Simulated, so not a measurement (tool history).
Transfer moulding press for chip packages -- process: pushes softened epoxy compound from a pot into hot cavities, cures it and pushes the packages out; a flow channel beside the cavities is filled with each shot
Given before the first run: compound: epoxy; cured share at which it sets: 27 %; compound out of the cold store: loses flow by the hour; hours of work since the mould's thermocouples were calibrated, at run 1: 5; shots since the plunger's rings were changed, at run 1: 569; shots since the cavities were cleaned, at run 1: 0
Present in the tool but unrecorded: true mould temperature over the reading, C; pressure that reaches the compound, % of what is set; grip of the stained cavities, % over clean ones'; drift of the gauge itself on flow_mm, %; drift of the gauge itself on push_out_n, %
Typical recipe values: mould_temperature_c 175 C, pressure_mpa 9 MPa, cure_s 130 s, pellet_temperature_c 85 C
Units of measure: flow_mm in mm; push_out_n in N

run,day,mould_temperature_c,pressure_mpa,cure_s,pellet_temperature_c,hours of work since the mould's thermocouples were calibrated,shots since the plunger's rings were changed,shots since the cavities were cleaned,incoming compound's hours out of the cold store,flow_mm,push_out_n
1,0,175,9,130,85,5,569,0,46.1,550,550
2,2.929,175,9,130,85,59,1389,820,40.8,574,1080
# day 3.829: cavities cleaned with cleaning compound and waxed
3,4.629,175,7.48,130,85,89,1846,223,40.9,511,787
# day 7.45: cavities cleaned with cleaning compound and waxed
4,7.612,175,7.48,130,85,142,2664,45,21.5,601,628
5,10.754,175,7.48,130,85,200,3543,924,41.4,502,1159
# day 11.142: cavities cleaned with cleaning compound and waxed
6,12.633,175,7.48,130,85,233,4051,417,31.7,535,945
7,14.425,175,9,130,85,266,4553,919,46.3,509,1111
# day 14.8: cavities cleaned with cleaning compound and waxed
8,16.367,174,9,130,85,301,5078,439,23.6,622,1093
# day 18.725: cavities cleaned with cleaning compound and waxed
9,19,174,9,130,85,348,5797,77,12,675,737
# day 21.525: plunger's sealing rings changed
10,22.275,175,9,130,93,406,210,964,25.3,660,1148
# day 22.529: cavities cleaned with cleaning compound and waxed
11,24.004,175,9,130,93,437,676,412,36,598,883
# day 26.162: cavities cleaned with cleaning compound and waxed
12,27.238,175,9,130,85,495,1563,301,25.2,656,896
13,29.15,175,9,130,76,530,2098,836,36.1,583,1141
# day 29.846: cavities cleaned with cleaning compound and waxed
14,31.083,175,9,130,76,564,2621,346,44.3,543,915
15,32.733,175,9.65,130,89,595,3083,808,25,659,1169
# day 33.462: cavities cleaned with cleaning compound and waxed
16,35.596,175,9,170,85,646,3866,596,40.5,552,829
# day 37.112: cavities cleaned with cleaning compound and waxed
17,37.654,175,9,170,85,683,4424,151,39,558,526
18,39.571,175,9,170,85,718,4961,688,23.6,618,833
# day 40.825: cavities cleaned with cleaning compound and waxed
19,43.396,175,9.86,135,93,787,6013,720,23.7,625,1079
# day 43.658: mould's thermocouples calibrated
# day 44.688: cavities cleaned with cleaning compound and waxed
# day 45.421: plunger's sealing rings changed
20,46.8,175,9,130,85,55,386,562,14.6,719,1148
# day 48.483: cavities cleaned with cleaning compound and waxed
21,49.846,175,9,130,85,109,1220,381,37.4,593,941
22,51.775,175,9,154,90,145,1760,921,43.6,559,899
# day 52.317: cavities cleaned with cleaning compound and waxed
23,55.55,173,9,154,90,213,2798,905,44.5,547,1041
# day 56.138: cavities cleaned with cleaning compound and waxed
24,57.588,175,9,130,75,249,3351,406,23.2,645,1038
# day 58.233: mould's thermocouples calibrated, once more
# day 59.954: cavities cleaned with cleaning compound and waxed
25,60.462,175,9,130,75,40,4114,143,44.7,522,699
# day 63.867: cavities cleaned with cleaning compound and waxed
26,63.867,175,9,130,75,101,5049,0,10.4,691,618
27,67.2,175,9,130,77,162,5981,932,32.4,565,1103

Entry by entry between the runs, the difference in hidden state between the last listed run before and the first listed run after:
Run 2 -> run 3: cavities cleaned with cleaning compound and waxed (day 3.829)
  true mould temperature over the reading, C: -0.37 -> -0.4; pressure that reaches the compound, % of what is set: 95.31 -> 93.94; grip of the stained cavities, % over clean ones': 95.4 -> 40.2
  measured less the result without the state, flow_mm: -13 -> -16 mm; push_out_n: +539 -> +236 N
Run 3 -> run 4: cavities cleaned with cleaning compound and waxed (day 7.45)
  true mould temperature over the reading, C: -0.4 -> -0.44; pressure that reaches the compound, % of what is set: 93.94 -> 91.34; grip of the stained cavities, % over clean ones': 40.2 -> 8.7
  measured less the result without the state, flow_mm: -16 -> -27 mm; push_out_n: +236 -> +64 N
Run 5 -> run 6: cavities cleaned with cleaning compound and waxed (day 11.142)
  true mould temperature over the reading, C: -0.49 -> -0.52; pressure that reaches the compound, % of what is set: 88.51 -> 86.97; grip of the stained cavities, % over clean ones': 104.6 -> 66.5
  measured less the result without the state, flow_mm: -31 -> -38 mm; push_out_n: +609 -> +393 N
Run 7 -> run 8: cavities cleaned with cleaning compound and waxed (day 14.8)
  true mould temperature over the reading, C: -0.54 -> -0.57; pressure that reaches the compound, % of what is set: 85.57 -> 83.91; grip of the stained cavities, % over clean ones': 104.7 -> 67.8
  measured less the result without the state, flow_mm: -41 -> -56 mm; push_out_n: +588 -> +466 N
Run 8 -> run 9: cavities cleaned with cleaning compound and waxed (day 18.725)
  true mould temperature over the reading, C: -0.57 -> -0.61; pressure that reaches the compound, % of what is set: 83.91 -> 81.78; grip of the stained cavities, % over clean ones': 67.8 -> 13.6
  measured less the result without the state, flow_mm: -56 -> -71 mm; push_out_n: +466 -> +114 N
Run 9 -> run 10: plunger's sealing rings changed (day 21.525)
  true mould temperature over the reading, C: -0.61 -> -0.66; pressure that reaches the compound, % of what is set: 81.78 -> 98.94; grip of the stained cavities, % over clean ones': 13.6 -> 104.1
  measured less the result without the state, flow_mm: -71 -> -3 mm; push_out_n: +114 -> +606 N
Run 10 -> run 11: cavities cleaned with cleaning compound and waxed (day 22.529)
  true mould temperature over the reading, C: -0.66 -> -0.68; pressure that reaches the compound, % of what is set: 98.94 -> 97.52; grip of the stained cavities, % over clean ones': 104.1 -> 66.7
  measured less the result without the state, flow_mm: -3 -> -6 mm; push_out_n: +606 -> +374 N
Run 11 -> run 12: cavities cleaned with cleaning compound and waxed (day 26.162)
  true mould temperature over the reading, C: -0.68 -> -0.73; pressure that reaches the compound, % of what is set: 97.52 -> 94.54; grip of the stained cavities, % over clean ones': 66.7 -> 53.1
  measured less the result without the state, flow_mm: -6 -> -17 mm; push_out_n: +374 -> +333 N
Run 13 -> run 14: cavities cleaned with cleaning compound and waxed (day 29.846)
  true mould temperature over the reading, C: -0.75 -> -0.78; pressure that reaches the compound, % of what is set: 92.68 -> 91.17; grip of the stained cavities, % over clean ones': 98.2 -> 58.2
  measured less the result without the state, flow_mm: -21 -> -24 mm; push_out_n: +588 -> +356 N
Run 15 -> run 16: cavities cleaned with cleaning compound and waxed (day 33.462)
  true mould temperature over the reading, C: -0.8 -> -0.84; pressure that reaches the compound, % of what is set: 89.82 -> 87.41; grip of the stained cavities, % over clean ones': 95.5 -> 82.6
  measured less the result without the state, flow_mm: -34 -> -37 mm; push_out_n: +600 -> +379 N
Run 16 -> run 17: cavities cleaned with cleaning compound and waxed (day 37.112)
  true mould temperature over the reading, C: -0.84 -> -0.87; pressure that reaches the compound, % of what is set: 87.41 -> 85.67; grip of the stained cavities, % over clean ones': 82.6 -> 28.1
  measured less the result without the state, flow_mm: -37 -> -42 mm; push_out_n: +379 -> +121 N
Run 18 -> run 19: cavities cleaned with cleaning compound and waxed (day 40.825)
  true mould temperature over the reading, C: -0.9 -> -0.96; pressure that reaches the compound, % of what is set: 84.11 -> 80.67; grip of the stained cavities, % over clean ones': 89.4 -> 88.4
  measured less the result without the state, flow_mm: -54 -> -70 mm; push_out_n: +399 -> +534 N
Run 19 -> run 20: mould's thermocouples calibrated (day 43.658); cavities cleaned with cleaning compound and waxed (day 44.688); plunger's sealing rings changed (day 45.421)
  true mould temperature over the reading, C: -0.96 -> -1.36; pressure that reaches the compound, % of what is set: 80.67 -> 98.12; grip of the stained cavities, % over clean ones': 88.4 -> 80.1
  measured less the result without the state, flow_mm: -70 -> -4 mm; push_out_n: +534 -> +564 N
Run 20 -> run 21: cavities cleaned with cleaning compound and waxed (day 48.483)
  true mould temperature over the reading, C: -1.36 -> -1.41; pressure that reaches the compound, % of what is set: 98.12 -> 95.45; grip of the stained cavities, % over clean ones': 80.1 -> 58
  measured less the result without the state, flow_mm: -4 -> -12 mm; push_out_n: +564 -> +387 N
Run 22 -> run 23: cavities cleaned with cleaning compound and waxed (day 52.317)
  true mould temperature over the reading, C: -1.43 -> -1.49; pressure that reaches the compound, % of what is set: 93.72 -> 90.49; grip of the stained cavities, % over clean ones': 101 -> 99.7
  measured less the result without the state, flow_mm: -16 -> -25 mm; push_out_n: +472 -> +548 N
Run 23 -> run 24: cavities cleaned with cleaning compound and waxed (day 56.138)
  true mould temperature over the reading, C: -1.49 -> -1.52; pressure that reaches the compound, % of what is set: 90.49 -> 88.62; grip of the stained cavities, % over clean ones': 99.7 -> 62
  measured less the result without the state, flow_mm: -25 -> -37 mm; push_out_n: +548 -> +454 N
Run 24 -> run 25: mould's thermocouples calibrated, once more (day 58.233); cavities cleaned with cleaning compound and waxed (day 59.954)
  true mould temperature over the reading, C: -1.52 -> 0.3; pressure that reaches the compound, % of what is set: 88.62 -> 86.35; grip of the stained cavities, % over clean ones': 62 -> 28.1
  measured less the result without the state, flow_mm: -37 -> -41 mm; push_out_n: +454 -> +144 N
Run 25 -> run 26: cavities cleaned with cleaning compound and waxed (day 63.867)
  true mould temperature over the reading, C: 0.3 -> 0.25; pressure that reaches the compound, % of what is set: 86.35 -> 83.55; grip of the stained cavities, % over clean ones': 28.1 -> 1.9
  measured less the result without the state, flow_mm: -41 -> -65 mm; push_out_n: +144 -> +2 N
